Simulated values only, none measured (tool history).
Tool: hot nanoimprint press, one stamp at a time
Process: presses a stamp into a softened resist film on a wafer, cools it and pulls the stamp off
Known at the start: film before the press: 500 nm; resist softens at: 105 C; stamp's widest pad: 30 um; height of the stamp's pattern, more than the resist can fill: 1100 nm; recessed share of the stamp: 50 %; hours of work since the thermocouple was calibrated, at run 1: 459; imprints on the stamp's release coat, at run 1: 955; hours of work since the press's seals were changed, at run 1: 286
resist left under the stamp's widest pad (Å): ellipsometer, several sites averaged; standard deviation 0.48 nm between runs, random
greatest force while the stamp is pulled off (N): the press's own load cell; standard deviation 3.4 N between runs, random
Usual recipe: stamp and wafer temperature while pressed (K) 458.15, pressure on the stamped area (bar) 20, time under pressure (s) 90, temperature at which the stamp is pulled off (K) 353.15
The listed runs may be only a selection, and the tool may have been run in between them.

run   hour  stamp and wafer temperature while pressed (K)  pressure on the stamped area (bar)  time under pressure (s)  temperature at which the stamp is pulled off (K)  hours of work since the thermocouple was calibrated  imprints on the stamp's release coat  hours of work since the press's seals were changed  resist left under the stamp's widest pad (Å)  greatest force while the stamp is pulled off (N)
  1      0                                         458.15                                  20                       90                                            353.15                                                  459                                   955                                                 286                                          1904                                               222
  2   10.3                                         456.15                                  20                       90                                            353.15                                                  467                                  1005                                                 294                                          2004                                               223
  3   14.7                                         458.15                                  20                       90                                            353.15                                                  471                                  1026                                                 298                                          1918                                               229
  4   23.1                                         458.15                                  20                       90                                            353.15                                                  477                                  1067                                                 304                                          1916                                               232
  5   32.3                                         458.15                                  20                       90                                            360.15                                                  484                                  1111                                                 311                                          1910                                               215
  6   40.3                                         458.15                                  20                       90                                            360.15                                                  491                                  1150                                                 318                                          1911                                               224
  7   47.4                                         458.15                                  20                       90                                            360.15                                                  496                                  1185                                                 323                                          1912                                               219
  8   52.5                                         460.15                                  26                       96                                            348.15                                                  500                                  1209                                                 327                                          1537                                               264
  9   61.5                                         460.15                                  26                       96                                            348.15                                                  507                                  1253                                                 334                                          1534                                               257
 10   71.1                                         450.15                                23.9                       90                                            353.15                                                  515                                  1300                                                 342                                          2160                                               239
 11   79.6                                         459.15                                19.2                       90                                            342.15                                                  522                                  1341                                                 349                                          1911                                               289
 12   85.2                                         461.15                                17.3                      127                                            345.15                                                  526                                  1368                                                 353                                          1683                                               280
 13   91.4                                         465.15                                20.4                      149                                            360.15                                                  531                                  1398                                                 358                                          1309                                               230
 14  100.1                                         464.15                                  20                       90                                            357.15                                                  538                                  1440                                                 365                                          1654                                               243

Below are 4 alternative next runs, each starting from the tool's condition after run 14. Predict each:
     108.8  -- stamp cleaned and given a new release coat
  A  116.1                                         464.15                                  20                       90                                            356.15                                                  546                                    35                                                 373                                             ?                                                 ?
     108.8  -- stamp cleaned and given a new release coat
  B  116.1                                         449.15                                  20                       90                                            357.15                                                  546                                    35                                                 373                                             ?                                                 ?
     108.8  -- stamp cleaned and given a new release coat
  C  116.1                                         458.15                                  20                       90                                            352.15                                                  546                                    35                                                 373                                             ?                                                 ?
     108.8  -- stamp cleaned and given a new release coat
  D  116.1                                         451.15                                  20                      132                                            344.15                                                  546                                    35                                                 373                                             ?                                                 ?

run  resist left under the stamp's widest pad (Å)  greatest force while the stamp is pulled off (N)
  A                                          1649                                               155
  B                                          2443                                               161
  C                                          1917                                               166
  D                                          2024                                               181
With the hidden condition removed and each run's random variation left untouched, the same runs would have given:
run  resist left under the stamp's widest pad (Å)  greatest force while the stamp is pulled off (N)
  A                                          1604                                               152
  B                                          2375                                               158
  C                                          1864                                               162
  D                                          1965                                               177
